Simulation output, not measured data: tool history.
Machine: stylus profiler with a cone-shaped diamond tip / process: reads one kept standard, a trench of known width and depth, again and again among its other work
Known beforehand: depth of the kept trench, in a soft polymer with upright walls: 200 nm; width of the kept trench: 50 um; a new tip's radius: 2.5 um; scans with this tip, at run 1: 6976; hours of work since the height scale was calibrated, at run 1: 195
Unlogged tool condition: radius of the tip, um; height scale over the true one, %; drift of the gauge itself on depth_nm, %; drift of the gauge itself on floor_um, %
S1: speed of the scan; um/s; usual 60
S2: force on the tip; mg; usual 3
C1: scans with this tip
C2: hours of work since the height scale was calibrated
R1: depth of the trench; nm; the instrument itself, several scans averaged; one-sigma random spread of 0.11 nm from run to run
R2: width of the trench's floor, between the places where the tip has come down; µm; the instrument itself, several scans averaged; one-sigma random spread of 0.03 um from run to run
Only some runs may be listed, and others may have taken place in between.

Run 1, day 0: usual settings; C1 6976; C2 195. Result: R1 202.98 nm, R2 47.79 µm.
Run 2, day 3.546: usual settings; C1 7173; C2 241. Result: R1 202.88 nm, R2 47.87 µm.
Run 3, day 6.35: usual settings but S2 1.33 mg; C1 7329; C2 278. Result: R1 201.67 nm, R2 47.79 µm.
Run 4, day 8.996: usual settings but S2 2.39 mg; C1 7475; C2 313. Result: R1 202.34 nm, R2 47.83 µm.
Run 5, day 13.004: usual settings; C1 7698; C2 365. Result: R1 202.82 nm, R2 47.78 µm.
Run 6, day 15.658: usual settings; C1 7846; C2 400. Result: R1 202.95 nm, R2 47.82 µm.
Run 7, day 18.45: usual settings; C1 8001; C2 436. Result: R1 202.72 nm, R2 47.92 µm.
Run 8, day 23.358: usual settings but S1 61 um/s; C1 8273; C2 500. Result: R1 202.65 nm, R2 47.81 µm.
Run 9, day 26.979: usual settings but S1 61 um/s; C1 8475; C2 548. Result: R1 202.93 nm, R2 47.88 µm.
Run 10, day 30.421: usual settings but S1 61 um/s; C1 8666; C2 593. Result: R1 202.89 nm, R2 47.82 µm.
Run 11, day 34.954: usual settings but S1 61 um/s; C1 8918; C2 652. Result: R1 202.87 nm, R2 47.84 µm.
Run 12, day 37.238: usual settings but S1 22 um/s; C1 9045; C2 682. Result: R1 202.81 nm, R2 47.9 µm.
Run 13, day 40.158: usual settings; C1 9207; C2 720. Result: R1 202.61 nm, R2 47.85 µm.
At day 43.504: new tip fitted, height scale calibrated.
Run 14, day 43.875: usual settings; C1 21; C2 5. Result: R1 202.78 nm, R2 47.89 µm.
Run 15, day 47.396: usual settings but S1 71 um/s; C1 216; C2 51. Result: R1 202.88 nm, R2 47.88 µm.
Run 16, day 51.867: usual settings but S1 43 um/s; C1 465; C2 109. Result: R1 202.71 nm, R2 47.97 µm.
Run 17, day 54.271: usual settings but S1 19 um/s; C1 598; C2 141. Result: R1 202.85 nm, R2 47.98 µm.
Run 18, day 57.521: usual settings but S1 19 um/s, S2 1.29 mg; C1 779; C2 183. Result: R1 201.64 nm, R2 47.94 µm.
Run 19, day 61.783: usual settings but S1 19 um/s, S2 1.29 mg; C1 1016; C2 239. Result: R1 201.73 nm, R2 47.92 µm.
Run 20, day 65.288: usual settings but S1 19 um/s, S2 1.29 mg; C1 1210; C2 285. Result: R1 201.45 nm, R2 47.94 µm.
Run 21, day 68.442: usual settings but S1 19 um/s, S2 1.29 mg; C1 1386; C2 326. Result: R1 201.39 nm, R2 48 µm.
Run 22, day 72.546: usual settings; C1 1614; C2 379. Result: R1 203.11 nm, R2 47.89 µm.
Run 23, day 76.762: usual settings but S1 51 um/s; C1 1848; C2 435. Result: R1 202.57 nm, R2 47.86 µm.
Run 24, day 81.592: usual settings but S1 198 um/s, S2 1.73 mg; C1 2116; C2 498. Result: R1 201.87 nm, R2 47.32 µm.
Run 25, day 84.708: usual settings but S1 76 um/s, S2 1.43 mg; C1 2289; C2 538. Result: R1 201.73 nm, R2 47.72 µm.
Run 26, day 89.217: usual settings but S1 50 um/s, S2 4.04 mg; C1 2540; C2 597. Result: R1 203.52 nm, R2 47.97 µm.
Run 27, day 92.204: usual settings but S1 27 um/s, S2 5.91 mg; C1 2706; C2 636. Result: R1 204.45 nm, R2 47.98 µm.
Run 28, day 95.65: usual settings but S1 130 um/s, S2 2.75 mg; C1 2897; C2 681. Result: R1 202.55 nm, R2 47.61 µm.
Run 29, day 98.467: usual settings but S1 111 um/s, S2 4.18 mg; C1 3054; C2 718. Result: R1 203.43 nm, R2 47.77 µm.
Run 30, day 101.467: usual settings but S1 18 um/s; C1 3220; C2 757. Result: R1 202.86 nm, R2 47.99 µm.
Run 31, day 104.75: usual settings but S1 18 um/s; C1 3403; C2 800. Result: R1 202.93 nm, R2 47.97 µm.
Run 32, day 109.317: usual settings but S1 166 um/s, S2 1.51 mg; C1 3657; C2 860. Result: R1 201.79 nm, R2 47.39 µm.
Run 33, day 114.004: usual settings but S1 166 um/s, S2 3.61 mg; C1 3917; C2 921. Result: R1 203.04 nm, R2 47.61 µm.
Run 34, day 117.921: usual settings but S1 198 um/s, S2 3.69 mg; C1 4135; C2 972. Result: R1 203.37 nm, R2 47.53 µm.
Run 35, day 120.917: usual settings but S1 65 um/s, S2 7.06 mg; C1 4301; C2 1012. Result: R1 205.11 nm, R2 47.93 µm.
Run 36, day 124.846: usual settings but S1 65 um/s, S2 7.06 mg; C1 4519; C2 1063. Result: R1 205.05 nm, R2 47.92 µm.
Run 37, day 128.758: usual settings but S1 201 um/s, S2 6.16 mg; C1 4737; C2 1114. Result: R1 204.57 nm, R2 47.65 µm.
Run 38, day 132.392: usual settings but S1 201 um/s, S2 6.16 mg; C1 4939; C2 1162. Result: R1 204.48 nm, R2 47.68 µm.
Run 39, day 136.267: usual settings but S1 50 um/s, S2 1.45 mg; C1 5154; C2 1212. Result: R1 201.75 nm, R2 47.84 µm.
Run 40, day 138.712: usual settings but S1 17 um/s, S2 1.14 mg; C1 5290; C2 1244. Result: R1 201.45 nm, R2 47.96 µm.
Run 41, day 141.867: usual settings but S1 103 um/s, S2 1.47 mg; C1 5465; C2 1285. Result: R1 201.64 nm, R2 47.67 µm.
Run 42, day 145.192: usual settings but S1 27 um/s, S2 5.07 mg; C1 5650; C2 1329. Result: R1 204.03 nm, R2 47.92 µm.
Run 43, day 147.388: usual settings but S1 101 um/s, S2 7.04 mg; C1 5772; C2 1357. Result: R1 204.98 nm, R2 47.9 µm.
At day 151.425: height scale calibrated on a step standard.
Run 44, day 152.458: usual settings but S1 101 um/s, S2 7.04 mg; C1 6052; C2 14. Result: R1 204.8 nm, R2 47.81 µm.
Run 45, day 157.404: usual settings but S1 101 um/s, S2 7.04 mg; C1 6327; C2 78. Result: R1 204.93 nm, R2 47.82 µm.

Here are 4 independent what-if runs from the current tool condition. What would each one return?
Run A, day 159.796: usual settings but S1 17 um/s, S2 3.24 mg; C1 6460; C2 109. Result: R1 ?, R2 ?.
Run B, day 159.796: usual settings but S1 36 um/s, S2 2.78 mg; C1 6460; C2 109. Result: R1 ?, R2 ?.
Run C, day 159.796: usual settings but S1 29 um/s, S2 7.04 mg; C1 6460; C2 109. Result: R1 ?, R2 ?.
Run D, day 159.796: usual settings but S1 101 um/s, S2 1.2 mg; C1 6460; C2 109. Result: R1 ?, R2 ?.

run      R1     R2
  A  202.85  47.94
  B  202.69  47.89
  C  204.91  47.99
  D  201.62  47.54
Without the tool's hidden state the same runs would have given:
run      R1     R2
  A  202.85  47.96
  B  202.69   47.9
  C  204.91  48.01
  D  201.62  47.56
